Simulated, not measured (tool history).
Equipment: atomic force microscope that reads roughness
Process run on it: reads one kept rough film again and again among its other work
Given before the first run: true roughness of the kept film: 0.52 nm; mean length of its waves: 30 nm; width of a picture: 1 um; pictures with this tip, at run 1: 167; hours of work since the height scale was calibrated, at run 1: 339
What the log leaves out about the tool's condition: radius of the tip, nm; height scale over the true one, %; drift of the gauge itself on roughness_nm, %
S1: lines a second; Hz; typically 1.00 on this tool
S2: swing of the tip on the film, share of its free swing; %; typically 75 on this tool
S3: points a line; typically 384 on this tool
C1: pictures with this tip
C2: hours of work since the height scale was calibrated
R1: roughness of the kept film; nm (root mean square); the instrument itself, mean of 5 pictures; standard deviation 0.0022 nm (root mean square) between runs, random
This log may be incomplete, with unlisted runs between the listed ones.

run	hour	S1	S2	S3	C1	C2	R1
1	0.0	1.00	75	384	167	339	0.469
2	13.8	1.00	75	384	179	345	0.468
3	33.3	1.22	75	384	197	354	0.463
4	61.3	1.22	75	384	222	366	0.458
5	84.5	1.00	75	384	243	376	0.463
6	113.5	1.00	75	384	269	389	0.459
7	138.9	1.00	64	384	292	400	0.470
8	159.6	1.00	64	384	311	409	0.470
9	185.4	1.00	64	384	335	421	0.467
# hour 188.8: new tip fitted
# hour 189.8: height scale calibrated on a step standard
10	210.3	1.00	64	384	19	9	0.495
11	234.8	1.00	75	384	41	20	0.484
12	250.0	1.00	59	384	55	27	0.491
13	271.3	1.00	75	306	74	36	0.473
14	291.1	2.76	83	306	92	45	0.405
15	307.3	2.76	83	306	107	52	0.401
16	330.4	2.76	83	306	128	62	0.402
# hour 333.5: height scale calibrated on a step standard, once more
17	345.7	2.76	83	306	141	5	0.403
18	369.6	1.44	83	801	162	16	0.442
19	390.5	0.71	72	498	181	25	0.478
20	416.9	1.03	68	1011	205	37	0.474
21	433.0	1.76	75	384	220	44	0.447
22	458.8	0.73	74	888	243	55	0.476
23	478.8	0.73	74	888	261	64	0.476
24	498.0	0.73	74	888	278	72	0.474
25	516.6	0.73	74	888	295	81	0.470
26	538.0	0.73	57	858	315	90	0.479

Alternative continuations, all from the tool just after run 26; predict every row:
A	554.7	1.27	67	733	330	97	?
B	554.7	3.21	75	384	330	97	?
C	554.7	0.53	70	423	330	97	?
D	554.7	1.00	83	384	330	97	?
E	554.7	0.73	73	858	330	97	?

run	R1
A	0.464
B	0.411
C	0.476
D	0.446
E	0.472
Without the tool's unlogged condition, the same runs would have read:
run	R1
A	0.489
B	0.433
C	0.501
D	0.470
E	0.498

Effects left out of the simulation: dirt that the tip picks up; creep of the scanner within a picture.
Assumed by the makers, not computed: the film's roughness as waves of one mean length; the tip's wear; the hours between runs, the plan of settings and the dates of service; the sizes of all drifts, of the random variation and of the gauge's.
